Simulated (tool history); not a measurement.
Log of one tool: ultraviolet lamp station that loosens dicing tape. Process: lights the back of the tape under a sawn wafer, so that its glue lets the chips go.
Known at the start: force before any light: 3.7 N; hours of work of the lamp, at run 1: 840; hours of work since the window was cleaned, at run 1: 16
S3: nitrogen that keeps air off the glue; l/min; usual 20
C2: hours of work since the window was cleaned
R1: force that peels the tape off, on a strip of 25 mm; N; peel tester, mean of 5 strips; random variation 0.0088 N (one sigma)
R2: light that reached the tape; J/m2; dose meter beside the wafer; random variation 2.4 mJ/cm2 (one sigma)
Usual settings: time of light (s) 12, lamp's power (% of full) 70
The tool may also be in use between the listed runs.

run 1 hour=0 | time_of_light_(s)=12 lamp's_power_(%_of_full)=70 S3=20 | hours_of_work_of_the_lamp=840 C2=16 | R1=0.551 R2=2120
run 2 hour=63.5 | time_of_light_(s)=12 lamp's_power_(%_of_full)=70 S3=20 | hours_of_work_of_the_lamp=880 C2=56 | R1=0.561 R2=2080
run 3 hour=137.7 | time_of_light_(s)=12 lamp's_power_(%_of_full)=70 S3=20 | hours_of_work_of_the_lamp=926 C2=103 | R1=0.593 R2=2000
run 4 hour=181.5 | time_of_light_(s)=21 lamp's_power_(%_of_full)=70 S3=20 | hours_of_work_of_the_lamp=954 C2=131 | R1=0.236 R2=3470
run 5 hour=219.4 | time_of_light_(s)=21 lamp's_power_(%_of_full)=70 S3=20 | hours_of_work_of_the_lamp=978 C2=154 | R1=0.241 R2=3430
run 6 hour=290.7 | time_of_light_(s)=12 lamp's_power_(%_of_full)=68 S3=20 | hours_of_work_of_the_lamp=1023 C2=199 | R1=0.672 R2=1860
run 7 hour=347.7 | time_of_light_(s)=12 lamp's_power_(%_of_full)=70 S3=9 | hours_of_work_of_the_lamp=1059 C2=235 | R1=0.911 R2=1910
run 8 hour=402.4 | time_of_light_(s)=12 lamp's_power_(%_of_full)=70 S3=20 | hours_of_work_of_the_lamp=1093 C2=270 | R1=0.7 R2=1790
run 9 hour=442.2 | time_of_light_(s)=12 lamp's_power_(%_of_full)=63 S3=20 | hours_of_work_of_the_lamp=1118 C2=295 | R1=0.802 R2=1630
-- hour=446.5 window cleaned of glue's vapour
run 10 hour=522.2 | time_of_light_(s)=24 lamp's_power_(%_of_full)=70 S3=20 | hours_of_work_of_the_lamp=1168 C2=48 | R1=0.214 R2=3860
run 11 hour=560.6 | time_of_light_(s)=16 lamp's_power_(%_of_full)=70 S3=20 | hours_of_work_of_the_lamp=1192 C2=72 | R1=0.399 R2=2490
run 12 hour=622.9 | time_of_light_(s)=12 lamp's_power_(%_of_full)=70 S3=37 | hours_of_work_of_the_lamp=1232 C2=111 | R1=0.509 R2=1790
run 13 hour=671.7 | time_of_light_(s)=12 lamp's_power_(%_of_full)=70 S3=37 | hours_of_work_of_the_lamp=1262 C2=142 | R1=0.528 R2=1830
run 14 hour=712.2 | time_of_light_(s)=12 lamp's_power_(%_of_full)=70 S3=37 | hours_of_work_of_the_lamp=1288 C2=167 | R1=0.559 R2=1820
run 15 hour=799.9 | time_of_light_(s)=16 lamp's_power_(%_of_full)=70 S3=20 | hours_of_work_of_the_lamp=1343 C2=223 | R1=0.491 R2=2250
run 16 hour=856 | time_of_light_(s)=16 lamp's_power_(%_of_full)=70 S3=20 | hours_of_work_of_the_lamp=1378 C2=258 | R1=0.49 R2=2230
-- hour=917.4 window cleaned of glue's vapour
run 17 hour=921.9 | time_of_light_(s)=16 lamp's_power_(%_of_full)=70 S3=20 | hours_of_work_of_the_lamp=1420 C2=3 | R1=0.458 R2=2390
run 18 hour=995.5 | time_of_light_(s)=16 lamp's_power_(%_of_full)=70 S3=20 | hours_of_work_of_the_lamp=1466 C2=49 | R1=0.478 R2=2330
run 19 hour=1075.9 | time_of_light_(s)=16 lamp's_power_(%_of_full)=70 S3=20 | hours_of_work_of_the_lamp=1517 C2=100 | R1=0.512 R2=2200
run 20 hour=1145.8 | time_of_light_(s)=16 lamp's_power_(%_of_full)=70 S3=20 | hours_of_work_of_the_lamp=1561 C2=144 | R1=0.534 R2=2180
run 21 hour=1198.4 | time_of_light_(s)=23 lamp's_power_(%_of_full)=70 S3=20 | hours_of_work_of_the_lamp=1594 C2=177 | R1=0.305 R2=3040
run 22 hour=1257.8 | time_of_light_(s)=12 lamp's_power_(%_of_full)=78 S3=20 | hours_of_work_of_the_lamp=1631 C2=214 | R1=0.742 R2=1750
run 23 hour=1296.1 | time_of_light_(s)=20 lamp's_power_(%_of_full)=89 S3=23 | hours_of_work_of_the_lamp=1655 C2=238 | R1=0.26 R2=3200
run 24 hour=1350.4 | time_of_light_(s)=12 lamp's_power_(%_of_full)=79 S3=17 | hours_of_work_of_the_lamp=1690 C2=273 | R1=0.839 R2=1650
-- hour=1388.9 window cleaned of glue's vapour
run 25 hour=1432.6 | time_of_light_(s)=11 lamp's_power_(%_of_full)=64 S3=20 | hours_of_work_of_the_lamp=1741 C2=28 | R1=1.047 R2=1350
run 26 hour=1489.7 | time_of_light_(s)=11 lamp's_power_(%_of_full)=64 S3=20 | hours_of_work_of_the_lamp=1777 C2=63 | R1=1.109 R2=1300
run 27 hour=1526.7 | time_of_light_(s)=11 lamp's_power_(%_of_full)=64 S3=20 | hours_of_work_of_the_lamp=1800 C2=87 | R1=1.118 R2=1240
run 28 hour=1596.8 | time_of_light_(s)=12 lamp's_power_(%_of_full)=70 S3=28 | hours_of_work_of_the_lamp=1844 C2=131 | R1=0.819 R2=1480
-- hour=1662.2 lamp changed
run 29 hour=1670.6 | time_of_light_(s)=12 lamp's_power_(%_of_full)=70 S3=28 | hours_of_work_of_the_lamp=5 C2=177 | R1=0.333 R2=2530
run 30 hour=1748.6 | time_of_light_(s)=12 lamp's_power_(%_of_full)=70 S3=28 | hours_of_work_of_the_lamp=54 C2=226 | R1=0.365 R2=2470
run 31 hour=1827.3 | time_of_light_(s)=12 lamp's_power_(%_of_full)=70 S3=18 | hours_of_work_of_the_lamp=104 C2=275 | R1=0.491 R2=2380
-- hour=1862.1 window cleaned of glue's vapour
run 32 hour=1883.8 | time_of_light_(s)=12 lamp's_power_(%_of_full)=86 S3=20 | hours_of_work_of_the_lamp=139 C2=14 | R1=0.275 R2=3150
run 33 hour=1971.7 | time_of_light_(s)=13 lamp's_power_(%_of_full)=71 S3=39 | hours_of_work_of_the_lamp=195 C2=69 | R1=0.273 R2=2760
run 34 hour=2012.5 | time_of_light_(s)=16 lamp's_power_(%_of_full)=64 S3=20 | hours_of_work_of_the_lamp=220 C2=95 | R1=0.304 R2=2960
run 35 hour=2049.2 | time_of_light_(s)=16 lamp's_power_(%_of_full)=64 S3=20 | hours_of_work_of_the_lamp=243 C2=118 | R1=0.313 R2=2930
run 36 hour=2126.8 | time_of_light_(s)=16 lamp's_power_(%_of_full)=64 S3=20 | hours_of_work_of_the_lamp=292 C2=167 | R1=0.314 R2=2900
run 37 hour=2202.1 | time_of_light_(s)=20 lamp's_power_(%_of_full)=70 S3=7 | hours_of_work_of_the_lamp=340 C2=214 | R1=0.365 R2=3840
run 38 hour=2255.9 | time_of_light_(s)=12 lamp's_power_(%_of_full)=75 S3=9 | hours_of_work_of_the_lamp=374 C2=248 | R1=0.695 R2=2430

The same runs without the tool's hidden state, with the same run-to-run variation:
The hidden state here: lamp's light, % of a new lamp's; light that the window lets through, % of a clean one's; drift of the gauge itself on peel_n, %; drift of the gauge itself on dose_mj_cm2, %.
run=1 R1=0.371 R2=2690
run=2 R1=0.363 R2=2700
run=3 R1=0.365 R2=2680
run=4 R1=0.162 R2=4710
run=5 R1=0.162 R2=4730
run=6 R1=0.379 R2=2640
run=7 R1=0.531 R2=2760
run=8 R1=0.366 R2=2680
run=9 R1=0.426 R2=2450
run=10 R1=0.157 R2=5450
run=11 R1=0.22 R2=3580
run=12 R1=0.269 R2=2660
run=13 R1=0.27 R2=2740
run=14 R1=0.278 R2=2760
run=15 R1=0.23 R2=3570
run=16 R1=0.217 R2=3600
run=17 R1=0.233 R2=3610
run=18 R1=0.23 R2=3640
run=19 R1=0.233 R2=3570
run=20 R1=0.23 R2=3630
run=21 R1=0.164 R2=5180
run=22 R1=0.293 R2=3060
run=23 R1=0.151 R2=5720
run=24 R1=0.321 R2=3040
run=25 R1=0.482 R2=2310
run=26 R1=0.491 R2=2290
run=27 R1=0.49 R2=2240
run=28 R1=0.3 R2=2750
run=29 R1=0.296 R2=2710
run=30 R1=0.309 R2=2730
run=31 R1=0.397 R2=2710
run=32 R1=0.254 R2=3320
run=33 R1=0.241 R2=2990
run=34 R1=0.261 R2=3250
run=35 R1=0.264 R2=3260
run=36 R1=0.251 R2=3320
run=37 R1=0.278 R2=4510
run=38 R1=0.525 R2=2910
